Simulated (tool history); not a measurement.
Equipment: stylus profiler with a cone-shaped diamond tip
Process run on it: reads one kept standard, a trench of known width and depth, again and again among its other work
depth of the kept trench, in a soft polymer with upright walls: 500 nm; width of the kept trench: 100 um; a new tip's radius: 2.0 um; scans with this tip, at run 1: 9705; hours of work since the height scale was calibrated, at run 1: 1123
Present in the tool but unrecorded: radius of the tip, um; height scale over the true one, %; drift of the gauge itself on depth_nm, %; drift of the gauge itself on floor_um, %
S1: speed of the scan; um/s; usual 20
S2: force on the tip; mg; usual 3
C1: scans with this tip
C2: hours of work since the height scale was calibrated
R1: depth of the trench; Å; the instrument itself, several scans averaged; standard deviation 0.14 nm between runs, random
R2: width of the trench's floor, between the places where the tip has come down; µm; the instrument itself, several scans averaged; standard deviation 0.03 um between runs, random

{"run": 1, "day": 0.0, "S1": 20, "S2": 3, "C1": 9705, "C2": 1123, "R1": 5093.1, "R2": 96.44}
{"run": 2, "day": 2.383, "S1": 20, "S2": 3, "C1": 10014, "C2": 1158, "R1": 5095.5, "R2": 96.46}
{"run": 3, "day": 4.042, "S1": 20, "S2": 3, "C1": 10229, "C2": 1183, "R1": 5093.8, "R2": 96.42}
{"run": 4, "day": 6.596, "S1": 20, "S2": 3, "C1": 10561, "C2": 1222, "R1": 5093.2, "R2": 96.37}
{"run": 5, "day": 8.95, "S1": 20, "S2": 3, "C1": 10866, "C2": 1257, "R1": 5093.1, "R2": 96.39}
{"run": 6, "day": 10.358, "S1": 20, "S2": 3, "C1": 11049, "C2": 1278, "R1": 5095.1, "R2": 96.33}
{"run": 7, "day": 12.817, "S1": 20, "S2": 3, "C1": 11367, "C2": 1315, "R1": 5097, "R2": 96.27}
{"run": 8, "day": 14.117, "S1": 20, "S2": 3, "C1": 11536, "C2": 1334, "R1": 5097.7, "R2": 96.34}
{"run": 9, "day": 15.642, "S1": 20, "S2": 3, "C1": 11734, "C2": 1357, "R1": 5097.8, "R2": 96.26}
{"run": 10, "day": 18.033, "S1": 20, "S2": 3, "C1": 12044, "C2": 1393, "R1": 5098, "R2": 96.32}
{"run": 11, "day": 20.192, "S1": 20, "S2": 3.88, "C1": 12324, "C2": 1426, "R1": 5112.1, "R2": 96.29}
{"run": 12, "day": 21.725, "S1": 20, "S2": 3.88, "C1": 12523, "C2": 1449, "R1": 5110.6, "R2": 96.25}
{"run": 13, "day": 24.121, "S1": 20, "S2": 3.88, "C1": 12834, "C2": 1484, "R1": 5114.3, "R2": 96.25}
{"run": 14, "day": 26.433, "S1": 20, "S2": 3, "C1": 13134, "C2": 1519, "R1": 5099.4, "R2": 96.19}
{"run": 15, "day": 28.625, "S1": 20, "S2": 3, "C1": 13418, "C2": 1552, "R1": 5102.3, "R2": 96.17}
{"run": 16, "day": 29.933, "S1": 20, "S2": 3, "C1": 13588, "C2": 1572, "R1": 5100.1, "R2": 96.14}
{"run": 17, "day": 31.329, "S1": 20, "S2": 3, "C1": 13769, "C2": 1593, "R1": 5100.2, "R2": 96.14}
{"run": 18, "day": 33.112, "S1": 46, "S2": 3, "C1": 14000, "C2": 1619, "R1": 5101.9, "R2": 95.99}
{"run": 19, "day": 35.329, "S1": 46, "S2": 3, "C1": 14288, "C2": 1653, "R1": 5100.6, "R2": 95.99}
{"run": 20, "day": 37.604, "S1": 28, "S2": 3, "C1": 14583, "C2": 1687, "R1": 5104.4, "R2": 96.04}
{"run": 21, "day": 39.192, "S1": 28, "S2": 3, "C1": 14788, "C2": 1711, "R1": 5102, "R2": 96.04}
{"run": 22, "day": 40.533, "S1": 5, "S2": 3, "C1": 14963, "C2": 1731, "R1": 5105, "R2": 96.13}
{"day": 42.217, "done": "height scale calibrated on a step standard"}
{"run": 23, "day": 43.129, "S1": 5, "S2": 3, "C1": 15297, "C2": 14, "R1": 5074.4, "R2": 96.1}
{"run": 24, "day": 45.542, "S1": 5, "S2": 3, "C1": 15610, "C2": 50, "R1": 5077, "R2": 96.11}
{"run": 25, "day": 47.125, "S1": 8, "S2": 1.68, "C1": 15815, "C2": 74, "R1": 5054.7, "R2": 96.06}
{"run": 26, "day": 48.429, "S1": 20, "S2": 1.09, "C1": 15984, "C2": 93, "R1": 5038.4, "R2": 95.94}
{"run": 27, "day": 50.838, "S1": 20, "S2": 1.09, "C1": 16297, "C2": 129, "R1": 5039.5, "R2": 95.92}
{"run": 28, "day": 52.454, "S1": 33, "S2": 1.61, "C1": 16506, "C2": 154, "R1": 5055, "R2": 95.85}
{"run": 29, "day": 53.962, "S1": 48, "S2": 3.3, "C1": 16702, "C2": 176, "R1": 5082.9, "R2": 95.86}
{"run": 30, "day": 56.333, "S1": 19, "S2": 2.03, "C1": 17010, "C2": 212, "R1": 5062, "R2": 95.92}
{"run": 31, "day": 58.938, "S1": 27, "S2": 1.39, "C1": 17347, "C2": 251, "R1": 5048.4, "R2": 95.76}
{"day": 60.888, "done": "new tip fitted, height scale calibrated"}
{"run": 32, "day": 61.233, "S1": 79, "S2": 4.07, "C1": 44, "C2": 5, "R1": 5093.3, "R2": 97.05}
{"run": 33, "day": 62.492, "S1": 19, "S2": 2.38, "C1": 207, "C2": 24, "R1": 5065.6, "R2": 97.19}
{"run": 34, "day": 64.542, "S1": 41, "S2": 3, "C1": 474, "C2": 55, "R1": 5077.1, "R2": 97.05}
{"run": 35, "day": 67.308, "S1": 5, "S2": 2.89, "C1": 832, "C2": 96, "R1": 5076.6, "R2": 97.27}
{"run": 36, "day": 69.888, "S1": 25, "S2": 3, "C1": 1167, "C2": 135, "R1": 5077.2, "R2": 97.08}
{"run": 37, "day": 71.292, "S1": 26, "S2": 1.22, "C1": 1349, "C2": 156, "R1": 5045.7, "R2": 96.97}
{"run": 38, "day": 73.479, "S1": 9, "S2": 1.07, "C1": 1633, "C2": 189, "R1": 5042.4, "R2": 97.14}
{"run": 39, "day": 74.679, "S1": 74, "S2": 4.59, "C1": 1788, "C2": 207, "R1": 5105.2, "R2": 96.88}
{"run": 40, "day": 77.417, "S1": 74, "S2": 4.59, "C1": 2144, "C2": 248, "R1": 5103.5, "R2": 96.8}
{"run": 41, "day": 79.504, "S1": 74, "S2": 4.59, "C1": 2414, "C2": 279, "R1": 5105.1, "R2": 96.78}
{"run": 42, "day": 81.558, "S1": 8, "S2": 1.71, "C1": 2681, "C2": 310, "R1": 5057.2, "R2": 97.05}
{"run": 43, "day": 82.929, "S1": 8, "S2": 1.71, "C1": 2859, "C2": 331, "R1": 5060.4, "R2": 97.06}
{"run": 44, "day": 85.208, "S1": 46, "S2": 1.27, "C1": 3154, "C2": 365, "R1": 5050.6, "R2": 96.74}
{"run": 45, "day": 87.512, "S1": 45, "S2": 5.27, "C1": 3453, "C2": 399, "R1": 5116.8, "R2": 96.9}

Branching from run 45: 4 alternative next runs. What would each branch give?
{"run": "A", "day": 90.171, "S1": 66, "S2": 2.36, "C1": 3798, "C2": 439, "R1": "?", "R2": "?"}
{"run": "B", "day": 90.171, "S1": 28, "S2": 4.48, "C1": 3798, "C2": 439, "R1": "?", "R2": "?"}
{"run": "C", "day": 90.171, "S1": 33, "S2": 6.89, "C1": 3798, "C2": 439, "R1": "?", "R2": "?"}
{"run": "D", "day": 90.171, "S1": 56, "S2": 2.68, "C1": 3798, "C2": 439, "R1": "?", "R2": "?"}

run=A R1=5071.6 R2=96.57
run=B R1=5106 R2=96.94
run=C R1=5139.8 R2=96.9
run=D R1=5078.6 R2=96.7
Take away the tool's hidden state, keep each run's random variation, and the runs would have read:
run=A R1=5061.8 R2=96.92
run=B R1=5096.2 R2=97.29
run=C R1=5129.8 R2=97.25
run=D R1=5068.7 R2=97.06
